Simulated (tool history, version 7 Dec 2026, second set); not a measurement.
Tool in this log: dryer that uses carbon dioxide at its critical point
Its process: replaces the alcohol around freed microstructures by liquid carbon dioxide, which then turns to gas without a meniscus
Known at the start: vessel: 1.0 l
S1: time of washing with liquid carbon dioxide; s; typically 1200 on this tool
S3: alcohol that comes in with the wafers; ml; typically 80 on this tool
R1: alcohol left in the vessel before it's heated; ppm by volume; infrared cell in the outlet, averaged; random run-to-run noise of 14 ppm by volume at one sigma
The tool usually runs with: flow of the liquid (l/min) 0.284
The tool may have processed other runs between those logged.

run 1 hour=0 | S1=1200 flow_of_the_liquid_(l/min)=0.284 S3=80 | R1=1140
run 2 hour=10.5 | S1=1200 flow_of_the_liquid_(l/min)=0.284 S3=80 | R1=1152
run 3 hour=19.3 | S1=1200 flow_of_the_liquid_(l/min)=0.284 S3=38 | R1=566
run 4 hour=34.7 | S1=1200 flow_of_the_liquid_(l/min)=0.284 S3=38 | R1=586
run 5 hour=44.5 | S1=1200 flow_of_the_liquid_(l/min)=0.284 S3=80 | R1=1134
run 6 hour=58.7 | S1=1800 flow_of_the_liquid_(l/min)=0.284 S3=80 | R1=173
run 7 hour=72.9 | S1=1800 flow_of_the_liquid_(l/min)=0.284 S3=80 | R1=173
run 8 hour=94.4 | S1=1500 flow_of_the_liquid_(l/min)=0.284 S3=80 | R1=452
run 9 hour=115.6 | S1=1500 flow_of_the_liquid_(l/min)=0.318 S3=80 | R1=258
run 10 hour=132.2 | S1=1200 flow_of_the_liquid_(l/min)=0.284 S3=80 | R1=1275
run 11 hour=152.9 | S1=1200 flow_of_the_liquid_(l/min)=0.284 S3=80 | R1=1293
run 12 hour=166.5 | S1=1200 flow_of_the_liquid_(l/min)=0.284 S3=80 | R1=1332
run 13 hour=184.9 | S1=1200 flow_of_the_liquid_(l/min)=0.284 S3=80 | R1=1331
run 14 hour=198.4 | S1=1200 flow_of_the_liquid_(l/min)=0.284 S3=80 | R1=1324
run 15 hour=215.4 | S1=1680 flow_of_the_liquid_(l/min)=0.179 S3=64 | R1=1960
run 16 hour=234 | S1=1740 flow_of_the_liquid_(l/min)=0.431 S3=64 | R1=78
run 17 hour=251.6 | S1=1740 flow_of_the_liquid_(l/min)=0.431 S3=64 | R1=77
run 18 hour=268.5 | S1=840 flow_of_the_liquid_(l/min)=0.284 S3=80 | R1=4639
run 19 hour=288.8 | S1=840 flow_of_the_liquid_(l/min)=0.269 S3=80 | R1=5371
run 20 hour=301 | S1=840 flow_of_the_liquid_(l/min)=0.269 S3=80 | R1=5501
run 21 hour=319.9 | S1=1320 flow_of_the_liquid_(l/min)=0.23 S3=40 | R1=1207
run 22 hour=333.5 | S1=1200 flow_of_the_liquid_(l/min)=0.259 S3=56 | R1=1492
run 23 hour=344.7 | S1=1200 flow_of_the_liquid_(l/min)=0.258 S3=80 | R1=2139
run 24 hour=360.6 | S1=1200 flow_of_the_liquid_(l/min)=0.258 S3=80 | R1=2157
-- hour=372.9 inlet filter changed
run 25 hour=378.4 | S1=1200 flow_of_the_liquid_(l/min)=0.258 S3=80 | R1=1504
run 26 hour=387.9 | S1=1200 flow_of_the_liquid_(l/min)=0.188 S3=55 | R1=3316
run 27 hour=405.4 | S1=1200 flow_of_the_liquid_(l/min)=0.188 S3=55 | R1=3273

Alternative continuations, all from the tool just after run 27; predict every row:
run A hour=427.2 | S1=1200 flow_of_the_liquid_(l/min)=0.188 S3=21 | R1=?
run B hour=427.2 | S1=720 flow_of_the_liquid_(l/min)=0.188 S3=25 | R1=?
run C hour=427.2 | S1=1200 flow_of_the_liquid_(l/min)=0.348 S3=28 | R1=?
run D hour=427.2 | S1=1680 flow_of_the_liquid_(l/min)=0.216 S3=36 | R1=?
run E hour=427.2 | S1=840 flow_of_the_liquid_(l/min)=0.284 S3=80 | R1=?

run=A R1=1282
run=B R1=4649
run=C R1=215
run=D R1=454
run=E R1=3608
The same runs, with their run-to-run variation unchanged, on a tool lacking any hidden condition would have given:
run=A R1=1164
run=B R1=4490
run=C R1=115
run=D R1=346
run=E R1=3424

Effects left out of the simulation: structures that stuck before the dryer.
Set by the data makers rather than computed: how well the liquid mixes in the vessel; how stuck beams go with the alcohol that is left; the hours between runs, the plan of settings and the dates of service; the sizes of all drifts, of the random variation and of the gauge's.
